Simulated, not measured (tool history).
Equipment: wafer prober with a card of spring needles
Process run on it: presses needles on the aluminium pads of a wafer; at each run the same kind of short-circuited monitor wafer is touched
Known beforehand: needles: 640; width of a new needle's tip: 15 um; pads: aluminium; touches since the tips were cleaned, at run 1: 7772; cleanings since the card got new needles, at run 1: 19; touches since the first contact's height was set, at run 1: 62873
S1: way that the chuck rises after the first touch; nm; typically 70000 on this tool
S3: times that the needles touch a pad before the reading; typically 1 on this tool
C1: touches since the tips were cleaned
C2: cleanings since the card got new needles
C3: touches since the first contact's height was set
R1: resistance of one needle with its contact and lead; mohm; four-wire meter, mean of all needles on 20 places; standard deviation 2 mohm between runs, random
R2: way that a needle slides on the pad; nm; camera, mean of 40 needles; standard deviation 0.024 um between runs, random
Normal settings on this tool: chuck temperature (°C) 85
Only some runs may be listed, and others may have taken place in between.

{"run": 1, "hour": 0.0, "S1": 70000, "chuck temperature (°C)": 85, "S3": 1, "C1": 7772, "C2": 19, "C3": 62873, "R1": 223, "R2": 16000}
{"hour": 1.7, "done": "tips cleaned on abrasive film"}
{"hour": 11.7, "done": "height of the first contact set anew"}
{"run": 2, "hour": 19.6, "S1": 70000, "chuck temperature (°C)": 85, "S3": 1, "C1": 5022, "C2": 20, "C3": 2239, "R1": 223, "R2": 16030}
{"hour": 31.1, "done": "tips cleaned on abrasive film"}
{"run": 3, "hour": 38.3, "S1": 70000, "chuck temperature (°C)": 85, "S3": 1, "C1": 2057, "C2": 21, "C3": 7530, "R1": 218, "R2": 16080}
{"run": 4, "hour": 52.7, "S1": 70000, "chuck temperature (°C)": 85, "S3": 1, "C1": 6144, "C2": 21, "C3": 11617, "R1": 220, "R2": 16040}
{"hour": 60.2, "done": "tips cleaned on abrasive film"}
{"run": 5, "hour": 67.0, "S1": 70000, "chuck temperature (°C)": 85, "S3": 1, "C1": 1951, "C2": 22, "C3": 15663, "R1": 224, "R2": 16040}
{"run": 6, "hour": 84.4, "S1": 70000, "chuck temperature (°C)": 85, "S3": 1, "C1": 6906, "C2": 22, "C3": 20618, "R1": 220, "R2": 16110}
{"hour": 89.0, "done": "tips cleaned on abrasive film"}
{"run": 7, "hour": 98.0, "S1": 70000, "chuck temperature (°C)": 85, "S3": 1, "C1": 2563, "C2": 23, "C3": 24461, "R1": 224, "R2": 16070}
{"run": 8, "hour": 109.4, "S1": 70000, "chuck temperature (°C)": 85, "S3": 1, "C1": 5798, "C2": 23, "C3": 27696, "R1": 225, "R2": 16070}
{"hour": 118.1, "done": "tips cleaned on abrasive film"}
{"run": 9, "hour": 120.5, "S1": 70000, "chuck temperature (°C)": 85, "S3": 1, "C1": 700, "C2": 24, "C3": 30823, "R1": 221, "R2": 16080}
{"run": 10, "hour": 140.4, "S1": 70000, "chuck temperature (°C)": 85, "S3": 1, "C1": 6368, "C2": 24, "C3": 36491, "R1": 222, "R2": 16080}
{"hour": 147.2, "done": "tips cleaned on abrasive film"}
{"run": 11, "hour": 162.5, "S1": 70000, "chuck temperature (°C)": 85, "S3": 1, "C1": 4347, "C2": 25, "C3": 42744, "R1": 224, "R2": 16080}
{"run": 12, "hour": 173.9, "S1": 70000, "chuck temperature (°C)": 85, "S3": 1, "C1": 7590, "C2": 25, "C3": 45987, "R1": 227, "R2": 16110}
{"hour": 176.7, "done": "tips cleaned on abrasive film"}
{"run": 13, "hour": 195.3, "S1": 70000, "chuck temperature (°C)": 85, "S3": 1, "C1": 5288, "C2": 26, "C3": 52042, "R1": 224, "R2": 16110}
{"hour": 206.4, "done": "tips cleaned on abrasive film"}
{"run": 14, "hour": 212.0, "S1": 70000, "chuck temperature (°C)": 85, "S3": 1, "C1": 1619, "C2": 27, "C3": 56771, "R1": 225, "R2": 16110}
{"run": 15, "hour": 232.4, "S1": 70000, "chuck temperature (°C)": 85, "S3": 1, "C1": 7412, "C2": 27, "C3": 62564, "R1": 224, "R2": 16120}
{"hour": 236.1, "done": "tips cleaned on abrasive film"}
{"hour": 245.4, "done": "height of the first contact set anew"}
{"run": 16, "hour": 247.2, "S1": 70000, "chuck temperature (°C)": 85, "S3": 1, "C1": 3069, "C2": 28, "C3": 499, "R1": 223, "R2": 16100}
{"run": 17, "hour": 259.0, "S1": 70000, "chuck temperature (°C)": 85, "S3": 1, "C1": 6423, "C2": 28, "C3": 3853, "R1": 222, "R2": 16090}
{"hour": 266.3, "done": "tips cleaned on abrasive film"}
{"run": 18, "hour": 269.6, "S1": 70000, "chuck temperature (°C)": 85, "S3": 1, "C1": 935, "C2": 29, "C3": 6843, "R1": 222, "R2": 16100}
{"run": 19, "hour": 279.3, "S1": 69000, "chuck temperature (°C)": 104, "S3": 2, "C1": 3701, "C2": 29, "C3": 9609, "R1": 229, "R2": 15920}
{"run": 20, "hour": 290.1, "S1": 70000, "chuck temperature (°C)": 112, "S3": 1, "C1": 6783, "C2": 29, "C3": 12691, "R1": 229, "R2": 16130}
{"hour": 295.7, "done": "tips cleaned on abrasive film"}
{"run": 21, "hour": 300.7, "S1": 70000, "chuck temperature (°C)": 112, "S3": 1, "C1": 1428, "C2": 30, "C3": 15670, "R1": 230, "R2": 16140}
{"run": 22, "hour": 317.8, "S1": 70000, "chuck temperature (°C)": 112, "S3": 1, "C1": 6283, "C2": 30, "C3": 20525, "R1": 230, "R2": 16150}
{"hour": 324.8, "done": "tips cleaned on abrasive film"}
{"run": 23, "hour": 338.9, "S1": 70000, "chuck temperature (°C)": 112, "S3": 1, "C1": 4031, "C2": 31, "C3": 26512, "R1": 230, "R2": 16130}
{"run": 24, "hour": 353.4, "S1": 75000, "chuck temperature (°C)": 37, "S3": 2, "C1": 8138, "C2": 31, "C3": 30619, "R1": 208, "R2": 17320}
{"hour": 355.3, "done": "tips cleaned on abrasive film"}
{"run": 25, "hour": 375.5, "S1": 62000, "chuck temperature (°C)": 85, "S3": 1, "C1": 5744, "C2": 32, "C3": 36878, "R1": 226, "R2": 14300}
{"hour": 384.8, "done": "tips cleaned on abrasive film"}
{"run": 26, "hour": 385.7, "S1": 62000, "chuck temperature (°C)": 85, "S3": 1, "C1": 272, "C2": 33, "C3": 39764, "R1": 228, "R2": 14320}
{"run": 27, "hour": 405.3, "S1": 62000, "chuck temperature (°C)": 85, "S3": 1, "C1": 5840, "C2": 33, "C3": 45332, "R1": 227, "R2": 14350}
{"hour": 414.6, "done": "tips cleaned on abrasive film"}
{"run": 28, "hour": 421.8, "S1": 55000, "chuck temperature (°C)": 69, "S3": 1, "C1": 2054, "C2": 34, "C3": 49995, "R1": 225, "R2": 12680}
{"run": 29, "hour": 437.9, "S1": 82000, "chuck temperature (°C)": 87, "S3": 2, "C1": 6620, "C2": 34, "C3": 54561, "R1": 221, "R2": 18910}
{"hour": 444.3, "done": "tips cleaned on abrasive film"}
{"run": 30, "hour": 456.3, "S1": 82000, "chuck temperature (°C)": 87, "S3": 2, "C1": 3430, "C2": 35, "C3": 59792, "R1": 224, "R2": 18920}
{"hour": 473.5, "done": "tips cleaned on abrasive film"}
{"run": 31, "hour": 473.9, "S1": 70000, "chuck temperature (°C)": 85, "S3": 2, "C1": 123, "C2": 36, "C3": 64753, "R1": 223, "R2": 16160}
{"hour": 479.3, "done": "height of the first contact set anew"}
{"run": 32, "hour": 490.7, "S1": 52000, "chuck temperature (°C)": 30, "S3": 2, "C1": 4817, "C2": 36, "C3": 3235, "R1": 213, "R2": 12030}
{"hour": 503.7, "done": "tips cleaned on abrasive film"}
{"run": 33, "hour": 508.1, "S1": 75000, "chuck temperature (°C)": 85, "S3": 1, "C1": 1243, "C2": 37, "C3": 8145, "R1": 225, "R2": 17360}
{"run": 34, "hour": 526.9, "S1": 75000, "chuck temperature (°C)": 85, "S3": 2, "C1": 6606, "C2": 37, "C3": 13508, "R1": 223, "R2": 17340}
{"hour": 533.1, "done": "tips cleaned on abrasive film"}
{"run": 35, "hour": 539.4, "S1": 60000, "chuck temperature (°C)": 88, "S3": 2, "C1": 1802, "C2": 38, "C3": 17035, "R1": 230, "R2": 13890}

Consider 3 possible next runs. They are alternatives, not a sequence: every one starts from the tool as it was left by run 35. What does each give?
{"hour": 551.1, "done": "gauge calibrated"}
{"run": "A", "hour": 560.6, "S1": 82000, "chuck temperature (°C)": 88, "S3": 2, "C1": 7823, "C2": 38, "C3": 23056, "R1": "?", "R2": "?"}
{"hour": 551.1, "done": "gauge calibrated"}
{"run": "B", "hour": 560.6, "S1": 87000, "chuck temperature (°C)": 78, "S3": 1, "C1": 7823, "C2": 38, "C3": 23056, "R1": "?", "R2": "?"}
{"hour": 551.1, "done": "gauge calibrated"}
{"run": "C", "hour": 560.6, "S1": 82000, "chuck temperature (°C)": 35, "S3": 1, "C1": 7823, "C2": 38, "C3": 23056, "R1": "?", "R2": "?"}

run=A R1=221 R2=18860
run=B R1=219 R2=20010
run=C R1=213 R2=18780
With the hidden condition removed and each run's random variation left untouched, the same runs would have given:
run=A R1=220 R2=18850
run=B R1=218 R2=20010
run=C R1=212 R2=18780

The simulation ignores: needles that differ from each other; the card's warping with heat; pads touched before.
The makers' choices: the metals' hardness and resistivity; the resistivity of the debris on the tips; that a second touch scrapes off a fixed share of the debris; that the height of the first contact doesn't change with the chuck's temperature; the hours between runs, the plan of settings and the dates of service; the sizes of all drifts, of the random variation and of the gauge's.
